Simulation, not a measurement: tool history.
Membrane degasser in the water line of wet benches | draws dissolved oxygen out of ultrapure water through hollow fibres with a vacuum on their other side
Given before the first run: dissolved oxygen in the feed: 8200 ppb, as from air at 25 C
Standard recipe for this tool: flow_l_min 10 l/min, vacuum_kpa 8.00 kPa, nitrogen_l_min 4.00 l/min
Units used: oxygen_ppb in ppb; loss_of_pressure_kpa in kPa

run   hour  flow_l_min  vacuum_kpa  nitrogen_l_min  oxygen_ppb  loss_of_pressure_kpa
  1    0.0          10        8.00            4.00        39.9                 66.03
  2   30.4          10        8.00            4.00        40.3                 66.62
  3   81.5          10        8.00            4.00        40.3                 66.24
  4  135.4          10        8.00            4.00        39.8                 66.41
  5  184.1          10        7.00            4.00        34.1                 66.91
  6  242.7          10        7.00            4.00        33.6                 66.45
  7  301.5          10        7.00            4.00        34.1                 66.63
  8  338.5          10        6.74            4.00        32.7                 66.47
  9  392.4          10        6.74            4.00        32.2                 66.56
 10  429.0          10        6.74            4.00        33.1                 66.74
 11  486.4           8        8.00            4.00        26.8                 53.52
 12  513.7          10        8.59            4.88        38.4                 66.58
 13  549.3           7        6.47            2.13        28.3                 46.46
 14  607.2           8       10.16            1.83        80.1                 53.70
 15  647.0          12        5.69            4.00        46.9                 79.86
 16  676.9          11        7.91            2.96        61.3                 73.45
 17  703.2          11        7.91            2.96        62.3                 73.84
 18  729.9          11        7.91            2.96        61.5                 73.27
 19  770.7          11        8.00            4.00        50.9                 73.50
 20  799.6          14        8.00            4.00        98.6                 93.31
 21  839.4          14       12.83           10.06        89.0                 92.95

Here are 4 independent what-if runs from the current tool condition. What would each one return?
  A  890.8          13       11.76            2.64           ?                     ?
  B  890.8           8       12.83           10.06           ?                     ?
  C  890.8           6       17.35            4.00           ?                     ?
  D  890.8          13       17.27            3.07           ?                     ?

run  oxygen_ppb  loss_of_pressure_kpa
  A       141.9                 86.60
  B        22.6                 53.73
  C        55.9                 40.08
  D       185.4                 87.21
With no hidden state in the tool, these same runs would have given:
run  oxygen_ppb  loss_of_pressure_kpa
  A       135.2                 84.69
  B        21.5                 52.55
  C        53.5                 39.20
  D       178.0                 85.30
